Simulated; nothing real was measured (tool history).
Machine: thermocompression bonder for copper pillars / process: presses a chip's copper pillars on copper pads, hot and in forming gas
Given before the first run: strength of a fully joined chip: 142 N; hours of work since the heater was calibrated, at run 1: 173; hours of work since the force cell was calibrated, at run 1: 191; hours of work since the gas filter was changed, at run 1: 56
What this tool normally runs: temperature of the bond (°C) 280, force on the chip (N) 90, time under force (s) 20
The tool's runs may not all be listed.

run,hour,temperature of the bond (°C),force on the chip (N),time under force (s),hours of work since the heater was calibrated,hours of work since the force cell was calibrated,hours of work since the gas filter was changed,force that shears a chip off (N)
1,0.0,280,90,20,173,191,56,66.0
2,33.1,280,90,20,187,205,70,66.6
3,53.1,280,90,20,195,214,79,64.8
4,70.0,280,90,20,203,221,86,64.3
5,101.6,280,90,20,216,234,99,65.2
6,126.6,280,90,20,226,245,110,63.6
7,150.4,280,90,20,236,255,120,63.3
8,179.4,280,90,29,249,267,132,72.7
9,209.2,280,90,29,261,280,145,70.8
10,248.2,280,90,24,278,296,161,66.7
# hour 260.7: forming gas filter changed
11,281.0,280,90,24,291,310,9,69.7
12,320.6,280,90,24,308,327,25,69.5
13,340.7,280,83,20,317,335,34,61.4
14,377.8,280,83,20,332,351,49,61.0
15,397.1,280,124,20,341,359,58,76.9
16,421.0,280,124,20,351,369,68,77.4
17,451.4,280,124,20,363,382,81,75.4
18,477.9,280,124,20,375,393,92,76.7
19,511.2,280,124,20,389,407,106,73.9
20,543.3,280,133,27,402,421,119,84.5
21,583.1,267,121,20,419,437,136,62.5
22,621.1,263,63,33,435,454,152,46.8
23,642.8,280,77,26,444,463,161,59.2
# hour 652.9: forming gas filter changed
24,683.4,264,58,58,461,480,13,58.7
25,705.8,264,58,58,471,489,22,58.1
26,730.7,264,58,19,481,500,33,37.0
27,766.0,264,58,19,496,515,48,36.4
28,795.8,264,80,19,509,527,60,47.2
29,824.4,264,80,19,521,539,72,45.4
30,851.4,264,80,19,532,551,84,45.3
31,882.4,264,80,19,545,564,97,45.9
32,904.5,264,80,19,555,573,106,44.3
# hour 918.7: heater calibrated with a thermocouple chip
33,936.4,255,90,32,7,586,119,60.5
34,966.7,270,110,26,20,599,132,72.6
35,987.9,270,110,26,29,607,141,71.3

Alternative continuations, all from the tool just after run 35; predict every row:
A,1024.2,278,65,10,45,623,156,?
B,1024.2,268,105,26,45,623,156,?
C,1024.2,305,59,20,45,623,156,?
D,1024.2,270,81,27,45,623,156,?
E,1024.2,308,80,54,45,623,156,?

run,force that shears a chip off (N)
A,37.5
B,68.3
C,60.5
D,59.6
E,100.5
With the hidden condition removed and each run's random variation left untouched, the same runs would have given:
run,force that shears a chip off (N)
A,42.1
B,76.1
C,67.4
D,66.6
E,110.3
